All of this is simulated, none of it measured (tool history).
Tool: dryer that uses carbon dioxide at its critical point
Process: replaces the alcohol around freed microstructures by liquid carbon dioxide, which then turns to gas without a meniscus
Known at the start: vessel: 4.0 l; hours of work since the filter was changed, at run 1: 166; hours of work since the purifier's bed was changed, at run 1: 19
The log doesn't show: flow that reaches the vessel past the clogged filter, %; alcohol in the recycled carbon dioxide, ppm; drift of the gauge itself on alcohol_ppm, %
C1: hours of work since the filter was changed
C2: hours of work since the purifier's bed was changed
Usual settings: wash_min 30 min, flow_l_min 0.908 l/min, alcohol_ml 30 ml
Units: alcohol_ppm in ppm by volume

{"run": 1, "day": 0.0, "wash_min": 30, "flow_l_min": 0.908, "alcohol_ml": 30, "C1": 166, "C2": 19, "alcohol_ppm": 26}
{"day": 0.196, "done": "inlet filter changed"}
{"run": 2, "day": 1.338, "wash_min": 30, "flow_l_min": 0.908, "alcohol_ml": 30, "C1": 9, "C2": 28, "alcohol_ppm": 18}
{"run": 3, "day": 3.138, "wash_min": 30, "flow_l_min": 0.908, "alcohol_ml": 30, "C1": 22, "C2": 42, "alcohol_ppm": 37}
{"run": 4, "day": 5.171, "wash_min": 30, "flow_l_min": 0.908, "alcohol_ml": 30, "C1": 37, "C2": 57, "alcohol_ppm": 28}
{"run": 5, "day": 6.029, "wash_min": 30, "flow_l_min": 0.908, "alcohol_ml": 30, "C1": 44, "C2": 63, "alcohol_ppm": 27}
{"run": 6, "day": 7.096, "wash_min": 30, "flow_l_min": 0.908, "alcohol_ml": 30, "C1": 52, "C2": 71, "alcohol_ppm": 35}
{"run": 7, "day": 8.958, "wash_min": 30, "flow_l_min": 0.908, "alcohol_ml": 30, "C1": 65, "C2": 85, "alcohol_ppm": 34}
{"run": 8, "day": 10.475, "wash_min": 30, "flow_l_min": 0.908, "alcohol_ml": 30, "C1": 77, "C2": 97, "alcohol_ppm": 36}
{"run": 9, "day": 11.792, "wash_min": 30, "flow_l_min": 0.908, "alcohol_ml": 30, "C1": 87, "C2": 107, "alcohol_ppm": 31}
{"run": 10, "day": 13.483, "wash_min": 30, "flow_l_min": 1.196, "alcohol_ml": 30, "C1": 99, "C2": 119, "alcohol_ppm": 20}
{"run": 11, "day": 14.525, "wash_min": 30, "flow_l_min": 1.196, "alcohol_ml": 30, "C1": 107, "C2": 127, "alcohol_ppm": 25}
{"run": 12, "day": 16.562, "wash_min": 30, "flow_l_min": 0.908, "alcohol_ml": 30, "C1": 122, "C2": 142, "alcohol_ppm": 38}
{"run": 13, "day": 17.788, "wash_min": 30, "flow_l_min": 0.908, "alcohol_ml": 30, "C1": 131, "C2": 151, "alcohol_ppm": 38}
{"run": 14, "day": 18.738, "wash_min": 30, "flow_l_min": 1.399, "alcohol_ml": 30, "C1": 139, "C2": 158, "alcohol_ppm": 23}
{"run": 15, "day": 19.633, "wash_min": 30, "flow_l_min": 0.908, "alcohol_ml": 37, "C1": 145, "C2": 165, "alcohol_ppm": 46}
{"run": 16, "day": 21.317, "wash_min": 30, "flow_l_min": 0.908, "alcohol_ml": 47, "C1": 158, "C2": 178, "alcohol_ppm": 66}
{"day": 22.554, "done": "inlet filter changed"}
{"run": 17, "day": 23.188, "wash_min": 30, "flow_l_min": 0.908, "alcohol_ml": 47, "C1": 5, "C2": 191, "alcohol_ppm": 45}
{"run": 18, "day": 24.95, "wash_min": 31, "flow_l_min": 0.908, "alcohol_ml": 30, "C1": 18, "C2": 205, "alcohol_ppm": 31}
{"run": 19, "day": 26.8, "wash_min": 30, "flow_l_min": 0.782, "alcohol_ml": 30, "C1": 32, "C2": 218, "alcohol_ppm": 63}
{"run": 20, "day": 28.183, "wash_min": 30, "flow_l_min": 0.782, "alcohol_ml": 30, "C1": 42, "C2": 229, "alcohol_ppm": 63}
{"run": 21, "day": 29.046, "wash_min": 30, "flow_l_min": 0.782, "alcohol_ml": 30, "C1": 48, "C2": 235, "alcohol_ppm": 62}
{"run": 22, "day": 30.325, "wash_min": 30, "flow_l_min": 0.782, "alcohol_ml": 30, "C1": 58, "C2": 245, "alcohol_ppm": 62}
{"run": 23, "day": 31.346, "wash_min": 30, "flow_l_min": 0.782, "alcohol_ml": 30, "C1": 66, "C2": 252, "alcohol_ppm": 62}
{"run": 24, "day": 32.4, "wash_min": 30, "flow_l_min": 0.782, "alcohol_ml": 30, "C1": 74, "C2": 260, "alcohol_ppm": 77}
{"run": 25, "day": 33.85, "wash_min": 27, "flow_l_min": 0.782, "alcohol_ml": 112, "C1": 84, "C2": 271, "alcohol_ppm": 302}
{"run": 26, "day": 35.867, "wash_min": 25, "flow_l_min": 1.313, "alcohol_ml": 30, "C1": 99, "C2": 286, "alcohol_ppm": 29}
{"run": 27, "day": 37.183, "wash_min": 29, "flow_l_min": 0.583, "alcohol_ml": 30, "C1": 109, "C2": 296, "alcohol_ppm": 218}
{"run": 28, "day": 38.246, "wash_min": 29, "flow_l_min": 0.583, "alcohol_ml": 30, "C1": 117, "C2": 304, "alcohol_ppm": 220}
{"run": 29, "day": 39.796, "wash_min": 28, "flow_l_min": 0.583, "alcohol_ml": 37, "C1": 129, "C2": 315, "alcohol_ppm": 290}
{"run": 30, "day": 40.654, "wash_min": 30, "flow_l_min": 0.908, "alcohol_ml": 84, "C1": 135, "C2": 322, "alcohol_ppm": 100}
{"run": 31, "day": 42.575, "wash_min": 40, "flow_l_min": 0.623, "alcohol_ml": 71, "C1": 150, "C2": 336, "alcohol_ppm": 118}
{"run": 32, "day": 43.521, "wash_min": 30, "flow_l_min": 0.908, "alcohol_ml": 46, "C1": 157, "C2": 343, "alcohol_ppm": 69}
{"day": 44.871, "done": "inlet filter changed"}
{"run": 33, "day": 45.229, "wash_min": 30, "flow_l_min": 0.908, "alcohol_ml": 46, "C1": 3, "C2": 356, "alcohol_ppm": 67}
{"run": 34, "day": 46.858, "wash_min": 30, "flow_l_min": 0.884, "alcohol_ml": 42, "C1": 15, "C2": 368, "alcohol_ppm": 72}
{"run": 35, "day": 48.854, "wash_min": 22, "flow_l_min": 0.884, "alcohol_ml": 71, "C1": 30, "C2": 383, "alcohol_ppm": 278}
{"run": 36, "day": 50.783, "wash_min": 31, "flow_l_min": 1.234, "alcohol_ml": 71, "C1": 44, "C2": 397, "alcohol_ppm": 55}
{"run": 37, "day": 51.804, "wash_min": 19, "flow_l_min": 0.823, "alcohol_ml": 60, "C1": 52, "C2": 405, "alcohol_ppm": 521}
{"run": 38, "day": 53.146, "wash_min": 30, "flow_l_min": 1.499, "alcohol_ml": 79, "C1": 62, "C2": 415, "alcohol_ppm": 39}
{"run": 39, "day": 55.054, "wash_min": 30, "flow_l_min": 1.499, "alcohol_ml": 79, "C1": 76, "C2": 429, "alcohol_ppm": 36}
{"run": 40, "day": 56.475, "wash_min": 30, "flow_l_min": 1.12, "alcohol_ml": 41, "C1": 87, "C2": 440, "alcohol_ppm": 50}
{"run": 41, "day": 58.221, "wash_min": 30, "flow_l_min": 1.12, "alcohol_ml": 41, "C1": 100, "C2": 453, "alcohol_ppm": 57}
{"run": 42, "day": 59.342, "wash_min": 19, "flow_l_min": 1.37, "alcohol_ml": 22, "C1": 108, "C2": 461, "alcohol_ppm": 66}
{"run": 43, "day": 61.329, "wash_min": 30, "flow_l_min": 0.631, "alcohol_ml": 28, "C1": 123, "C2": 476, "alcohol_ppm": 166}
{"run": 44, "day": 63.358, "wash_min": 45, "flow_l_min": 0.631, "alcohol_ml": 29, "C1": 138, "C2": 491, "alcohol_ppm": 60}
{"run": 45, "day": 64.396, "wash_min": 45, "flow_l_min": 0.631, "alcohol_ml": 29, "C1": 146, "C2": 499, "alcohol_ppm": 65}
{"run": 46, "day": 66.05, "wash_min": 45, "flow_l_min": 0.631, "alcohol_ml": 29, "C1": 158, "C2": 511, "alcohol_ppm": 59}
{"run": 47, "day": 67.004, "wash_min": 23, "flow_l_min": 1.518, "alcohol_ml": 26, "C1": 165, "C2": 519, "alcohol_ppm": 63}
{"day": 67.133, "done": "inlet filter changed"}
{"run": 48, "day": 68.462, "wash_min": 24, "flow_l_min": 0.873, "alcohol_ml": 99, "C1": 10, "C2": 529, "alcohol_ppm": 278}

The same runs without the tool's hidden state, with the same run-to-run variation:
run=1 alcohol_ppm=15
run=2 alcohol_ppm=14
run=3 alcohol_ppm=31
run=4 alcohol_ppm=20
run=5 alcohol_ppm=18
run=6 alcohol_ppm=25
run=7 alcohol_ppm=22
run=8 alcohol_ppm=22
run=9 alcohol_ppm=17
run=10 alcohol_ppm=8
run=11 alcohol_ppm=12
run=12 alcohol_ppm=18
run=13 alcohol_ppm=17
run=14 alcohol_ppm=8
run=15 alcohol_ppm=21
run=16 alcohol_ppm=35
run=17 alcohol_ppm=27
run=18 alcohol_ppm=12
run=19 alcohol_ppm=41
run=20 alcohol_ppm=39
run=21 alcohol_ppm=38
run=22 alcohol_ppm=35
run=23 alcohol_ppm=34
run=24 alcohol_ppm=49
run=25 alcohol_ppm=235
run=26 alcohol_ppm=3
run=27 alcohol_ppm=163
run=28 alcohol_ppm=161
run=29 alcohol_ppm=216
run=30 alcohol_ppm=54
run=31 alcohol_ppm=62
run=32 alcohol_ppm=28
run=33 alcohol_ppm=35
run=34 alcohol_ppm=37
run=35 alcohol_ppm=226
run=36 alcohol_ppm=20
run=37 alcohol_ppm=442
run=38 alcohol_ppm=3
run=39 alcohol_ppm=0
run=40 alcohol_ppm=10
run=41 alcohol_ppm=17
run=42 alcohol_ppm=20
run=43 alcohol_ppm=99
run=44 alcohol_ppm=12
run=45 alcohol_ppm=17
run=46 alcohol_ppm=10
run=47 alcohol_ppm=17
run=48 alcohol_ppm=228

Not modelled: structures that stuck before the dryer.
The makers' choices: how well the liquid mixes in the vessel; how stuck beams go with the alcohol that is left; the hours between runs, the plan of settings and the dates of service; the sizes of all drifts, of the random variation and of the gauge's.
